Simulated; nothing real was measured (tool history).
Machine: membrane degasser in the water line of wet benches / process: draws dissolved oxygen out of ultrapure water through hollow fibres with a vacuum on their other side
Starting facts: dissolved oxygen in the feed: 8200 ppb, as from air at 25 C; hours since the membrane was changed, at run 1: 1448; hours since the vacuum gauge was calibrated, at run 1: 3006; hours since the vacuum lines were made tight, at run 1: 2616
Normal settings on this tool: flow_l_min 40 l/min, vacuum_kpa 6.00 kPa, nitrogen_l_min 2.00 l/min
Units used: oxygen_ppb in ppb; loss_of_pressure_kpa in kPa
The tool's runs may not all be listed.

run,hour,flow_l_min,vacuum_kpa,nitrogen_l_min,hours since the membrane was changed,hours since the vacuum gauge was calibrated,hours since the vacuum lines were made tight,oxygen_ppb,loss_of_pressure_kpa
1,0.0,40,6.00,2.00,1448,3006,2616,150.4,40.51
2,70.9,40,6.76,2.00,1519,3077,2687,183.0,40.38
3,122.9,54,6.76,2.00,1571,3129,2739,245.5,54.22
4,176.7,29,6.00,2.00,1625,3183,2792,109.6,29.23
5,225.2,29,6.00,2.00,1673,3231,2841,109.8,29.33
6,289.3,40,6.00,2.00,1738,3295,2905,151.6,40.10
7,345.4,40,6.00,2.00,1794,3351,2961,152.4,40.53
8,407.2,40,6.00,2.00,1855,3413,3023,151.2,40.28
9,469.3,35,6.00,2.00,1917,3475,3085,132.6,35.21
10,528.6,35,6.00,2.00,1977,3535,3144,136.3,35.21
11,563.6,35,6.00,2.00,2012,3570,3179,133.5,35.68
12,606.8,40,6.00,2.00,2055,3613,3222,150.7,40.37
13,665.2,40,6.00,2.00,2113,3671,3281,155.5,40.90
14,717.9,37,6.00,2.00,2166,3724,3334,140.4,37.46
15,749.3,37,6.00,2.00,2198,3755,3365,142.5,37.46
# hour 779.9: vacuum gauge calibrated
16,813.4,37,6.00,2.00,2261,34,3429,149.0,37.64
17,854.1,37,8.35,4.56,2302,74,3469,118.7,37.47
18,902.0,47,8.37,2.22,2350,122,3517,281.9,47.46
19,941.5,47,8.37,2.22,2389,162,3557,279.6,47.74
20,994.9,40,8.35,1.26,2443,215,3610,375.7,40.74
21,1038.1,32,8.35,4.10,2486,258,3653,112.9,32.72
22,1110.1,32,9.00,3.73,2558,330,3725,138.5,32.65
23,1158.2,25,9.00,1.36,2606,378,3773,264.0,25.40
# hour 1164.0: vacuum gauge calibrated, once more
24,1212.5,25,9.00,1.36,2660,49,3827,238.7,25.46
25,1269.0,25,9.00,1.36,2716,105,3884,242.3,25.38
26,1325.2,25,9.00,1.36,2772,161,3940,238.8,25.23
# hour 1373.7: seals of the vacuum lines changed
27,1385.6,29,8.43,2.00,2831,220,12,177.4,29.73
28,1445.5,29,8.43,2.00,2891,280,72,179.4,29.74
29,1476.6,28,5.14,1.02,2922,311,103,120.9,28.84
30,1548.9,61,4.95,5.34,2994,383,175,87.2,62.28
31,1620.7,38,4.95,3.30,3066,455,247,59.7,39.16

Predict each of these 4 candidate next runs independently; none follows another, all start after run 31:
A,1660.9,40,6.00,2.99,3106,495,287,?,?
B,1660.9,59,10.14,3.64,3106,495,287,?,?
C,1660.9,46,4.95,3.30,3106,495,287,?,?
D,1660.9,38,4.95,1.06,3106,495,287,?,?

run,oxygen_ppb,loss_of_pressure_kpa
A,102.0,40.87
B,286.9,60.32
C,77.9,47.34
D,141.8,38.99
With the hidden condition removed and each run's random variation left untouched, the same runs would have given:
run,oxygen_ppb,loss_of_pressure_kpa
A,97.6,39.23
B,278.5,57.90
C,72.3,45.46
D,136.6,37.43
